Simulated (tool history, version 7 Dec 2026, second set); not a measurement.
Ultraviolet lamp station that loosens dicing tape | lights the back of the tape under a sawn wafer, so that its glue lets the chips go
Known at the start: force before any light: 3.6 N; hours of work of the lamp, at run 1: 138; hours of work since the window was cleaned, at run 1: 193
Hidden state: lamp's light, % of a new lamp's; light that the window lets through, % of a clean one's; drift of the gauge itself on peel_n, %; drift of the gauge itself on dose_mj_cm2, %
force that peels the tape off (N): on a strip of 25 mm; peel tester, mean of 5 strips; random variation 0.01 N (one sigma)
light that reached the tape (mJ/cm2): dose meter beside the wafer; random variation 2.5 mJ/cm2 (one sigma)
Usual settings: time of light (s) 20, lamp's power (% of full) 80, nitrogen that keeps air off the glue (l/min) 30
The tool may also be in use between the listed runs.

| run | hour | time of light (s) | lamp's power (% of full) | nitrogen that keeps air off the glue (l/min) | hours of work of the lamp | hours of work since the window was cleaned | force that peels the tape off (N) | light that reached the tape (mJ/cm2) |
|---|---|---|---|---|---|---|---|---|
| 1 | 0 | 20 | 80 | 30 | 138 | 193 | 0.448 | 293 |
| 2 | 7.9 | 20 | 80 | 30 | 143 | 198 | 0.454 | 296 |
| 3 | 14.7 | 20 | 80 | 30 | 148 | 203 | 0.463 | 295 |
| 4 | 18.8 | 20 | 80 | 14 | 150 | 205 | 0.747 | 296 |
| 5 | 23.3 | 20 | 80 | 30 | 153 | 208 | 0.456 | 301 |
| 6 | 29.8 | 20 | 67 | 30 | 157 | 212 | 0.603 | 250 |
| 7 | 37.8 | 20 | 67 | 30 | 162 | 217 | 0.588 | 247 |
| 8 | 45.2 | 24 | 67 | 30 | 167 | 222 | 0.449 | 298 |
| 9 | 53.8 | 24 | 67 | 30 | 172 | 227 | 0.439 | 299 |
| 10 | 59.5 | 24 | 67 | 30 | 175 | 230 | 0.445 | 298 |
| 11 | 65.8 | 20 | 80 | 30 | 179 | 234 | 0.452 | 299 |
| 12 | 73.8 | 20 | 83 | 30 | 184 | 239 | 0.436 | 310 |
| 13 | 81.3 | 20 | 80 | 30 | 189 | 244 | 0.447 | 299 |
| 14 | 86.8 | 20 | 80 | 30 | 192 | 247 | 0.449 | 294 |
| 15 | 91.7 | 20 | 80 | 30 | 196 | 251 | 0.448 | 292 |
| 16 | 100.1 | 20 | 80 | 30 | 201 | 256 | 0.451 | 296 |
| 17 | 105.1 | 20 | 80 | 30 | 204 | 259 | 0.446 | 295 |
| 18 | 111.8 | 20 | 80 | 30 | 208 | 263 | 0.457 | 301 |
| 19 | 120.6 | 20 | 80 | 30 | 214 | 269 | 0.432 | 295 |
| 20 | 127.4 | 20 | 80 | 30 | 218 | 273 | 0.443 | 295 |
| 21 | 134.1 | 20 | 80 | 30 | 222 | 277 | 0.454 | 298 |
| 22 | 140.7 | 20 | 80 | 30 | 226 | 281 | 0.458 | 295 |
| 23 | 147.8 | 20 | 80 | 30 | 230 | 285 | 0.456 | 297 |
| 24 | 154.8 | 37 | 66 | 25 | 235 | 290 | 0.232 | 454 |
| 25 | 159.4 | 26 | 89 | 10 | 238 | 293 | 0.518 | 426 |
| 26 | 163.2 | 10 | 63 | 54 | 240 | 295 | 1.269 | 117 |
| 27 | 172.2 | 10 | 63 | 54 | 246 | 301 | 1.242 | 121 |
| 28 | 178.2 | 12 | 80 | 56 | 249 | 304 | 0.744 | 177 |
| 29 | 185.6 | 12 | 80 | 56 | 254 | 309 | 0.725 | 174 |
| 30 | 190 | 12 | 80 | 56 | 257 | 312 | 0.722 | 178 |
| 31 | 196.6 | 19 | 91 | 38 | 261 | 316 | 0.316 | 318 |
| 32 | 201.2 | 38 | 92 | 10 | 264 | 319 | 0.235 | 640 |
| 33 | 207.2 | 20 | 80 | 24 | 267 | 322 | 0.511 | 298 |
| 34 | 216.1 | 17 | 80 | 20 | 273 | 328 | 0.793 | 255 |
| 35 | 224 | 17 | 91 | 20 | 278 | 333 | 0.634 | 287 |
| 36 | 228.7 | 17 | 91 | 20 | 281 | 336 | 0.615 | 290 |
| 37 | 233.6 | 20 | 78 | 19 | 284 | 339 | 0.652 | 283 |
| 38 | 240.9 | 14 | 89 | 30 | 288 | 343 | 0.686 | 230 |
| 39 | 246.1 | 35 | 85 | 37 | 292 | 347 | 0.124 | 555 |
| 40 | 255.1 | 38 | 72 | 10 | 297 | 352 | 0.391 | 505 |

3 ways to go on from here, each from the tool as it stands after run 40. What would each give?
| A | 259.8 | 20 | 80 | 11 | 300 | 355 | ? | ? |
| B | 259.8 | 21 | 81 | 33 | 300 | 355 | ? | ? |
| C | 259.8 | 38 | 72 | 26 | 300 | 355 | ? | ? |

| run | force that peels the tape off (N) | light that reached the tape (mJ/cm2) |
|---|---|---|
| A | 0.881 | 297 |
| B | 0.366 | 313 |
| C | 0.173 | 507 |
Without the tool's hidden state the same runs would have given:
| run | force that peels the tape off (N) | light that reached the tape (mJ/cm2) |
|---|---|---|
| A | 0.877 | 298 |
| B | 0.364 | 314 |
| C | 0.171 | 509 |

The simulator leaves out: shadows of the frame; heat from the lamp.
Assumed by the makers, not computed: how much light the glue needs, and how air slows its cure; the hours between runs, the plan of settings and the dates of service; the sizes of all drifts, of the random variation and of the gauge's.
